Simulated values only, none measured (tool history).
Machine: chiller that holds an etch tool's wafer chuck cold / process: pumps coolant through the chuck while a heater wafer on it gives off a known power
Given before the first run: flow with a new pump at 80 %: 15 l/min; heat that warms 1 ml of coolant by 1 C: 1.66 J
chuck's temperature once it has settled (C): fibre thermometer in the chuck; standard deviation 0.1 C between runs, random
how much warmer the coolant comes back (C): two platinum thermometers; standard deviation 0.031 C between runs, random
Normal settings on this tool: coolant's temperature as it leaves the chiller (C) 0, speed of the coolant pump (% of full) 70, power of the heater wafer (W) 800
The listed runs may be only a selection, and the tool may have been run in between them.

run,hour,coolant's temperature as it leaves the chiller (C),speed of the coolant pump (% of full),power of the heater wafer (W),chuck's temperature once it has settled (C),how much warmer the coolant comes back (C)
1,0,0,70,800,6.5,2.25
2,149,0,70,800,6.4,2.24
3,363.8,0,70,800,6.6,2.17
4,586.9,0,70,800,6.5,2.24
5,702.8,0,70,800,6.3,2.17
6,805.8,4,81,652,8.7,1.5
7,971.8,4,81,652,8.7,1.5
8,1079.5,-3,71,468,0.6,1.18
9,1274.7,5,70,520,9.2,1.35
# hour 1360: chiller's thermometer calibrated
10,1487.9,-4,70,797,2.3,2.09

For some of the steps in how much warmer the coolant comes back (C) from one run to the next: how much would appear even if the tool had no hidden state, given the settings, what came in and random variation, and how much remains for the hidden state plus any gauge scatter that the measured result and the result without hidden state don't share?
The tool's hidden condition here consists of: heat passed by the chuck's channels, % of clean ones'; flow at a given pump speed, % of a new pump's; coolant's true temperature over the reading, C; drift of the gauge itself on chuck_c, C; drift of the gauge itself on warmer_back_c, C.
Run 2 -> 3: settings left as they were, no log entry in between. how much warmer the coolant comes back (C) -0.07: hidden state -0.03, all else -0.04.
Run 9 -> 10: coolant's temperature as it leaves the chiller (C) 5 -> -4, power of the heater wafer (W) 520 -> 797, chiller's thermometer calibrated. how much warmer the coolant comes back (C) +0.74: hidden state -0.02, all else +0.76.

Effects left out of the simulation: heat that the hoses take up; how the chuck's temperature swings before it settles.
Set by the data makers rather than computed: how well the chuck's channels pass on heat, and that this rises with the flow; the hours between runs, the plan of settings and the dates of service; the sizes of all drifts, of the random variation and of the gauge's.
